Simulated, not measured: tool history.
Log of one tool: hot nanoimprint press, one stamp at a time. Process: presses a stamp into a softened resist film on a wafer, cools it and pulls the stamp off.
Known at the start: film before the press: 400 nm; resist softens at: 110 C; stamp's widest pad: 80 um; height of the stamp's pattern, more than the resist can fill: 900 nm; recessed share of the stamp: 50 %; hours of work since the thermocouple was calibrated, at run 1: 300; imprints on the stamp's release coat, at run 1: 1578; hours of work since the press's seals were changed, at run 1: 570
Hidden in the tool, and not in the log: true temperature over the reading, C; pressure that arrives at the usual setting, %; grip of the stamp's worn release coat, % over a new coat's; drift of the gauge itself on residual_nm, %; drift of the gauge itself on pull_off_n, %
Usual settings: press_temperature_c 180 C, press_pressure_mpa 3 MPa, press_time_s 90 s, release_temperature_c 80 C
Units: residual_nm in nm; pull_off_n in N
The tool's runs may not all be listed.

run	hour	press_temperature_c	press_pressure_mpa	press_time_s	release_temperature_c	hours of work since the thermocouple was calibrated	imprints on the stamp's release coat	hours of work since the press's seals were changed	residual_nm	pull_off_n
1	0	180	3	90	80	300	1578	570	181.9	179
2	23.7	180	3	90	80	317	1667	587	182	179
3	52.9	180	3	90	80	338	1777	608	182	182
4	70.2	180	3	90	80	351	1843	621	181.6	178
5	92.1	180	3	90	80	367	1925	636	181.5	196
6	122.3	180	3	90	80	388	2039	658	180.9	189
# hour 151.8: plate thermocouple calibrated
7	156.3	181	3	90	80	3	2156	680	166.3	199
# hour 171.1: stamp cleaned and given a new release coat
8	175.4	181	3	90	80	13	16	689	165.5	131
9	201.6	181	3	90	80	31	115	708	165.4	134
10	230.9	181	3	90	80	52	226	729	165.2	132
# hour 263: plate thermocouple calibrated, once more
11	263	181	3	90	80	0	335	750	182.6	150
12	282.5	180	3.74	90	69	14	409	764	172.8	175
13	308.3	180	3.74	90	69	32	506	783	172.2	183
14	337.5	180	2.76	171	80	53	616	804	157.2	149
15	353.3	180	2.76	171	80	65	676	815	157	155
16	375.5	190	3	90	68	81	759	831	119.4	193
17	401.2	185	3.9	49	76	99	856	849	166.6	172
18	430.2	186	3.71	178	81	120	966	870	98.2	160
19	446.9	190	3	90	67	132	1029	882	118.8	197

Forecast each of these 3 alternatives for the next run:
A	469.8	180	2.87	47	80	148	1115	899	?	?
B	469.8	173	2.9	168	80	148	1115	899	?	?
C	469.8	185	3	155	67	148	1115	899	?	?

run	residual_nm	pull_off_n
A	237.3	159
B	217.2	163
C	120.8	207
Without the tool's hidden state the same runs would have given:
run	residual_nm	pull_off_n
A	233.1	128
B	213.5	131
C	117.6	167

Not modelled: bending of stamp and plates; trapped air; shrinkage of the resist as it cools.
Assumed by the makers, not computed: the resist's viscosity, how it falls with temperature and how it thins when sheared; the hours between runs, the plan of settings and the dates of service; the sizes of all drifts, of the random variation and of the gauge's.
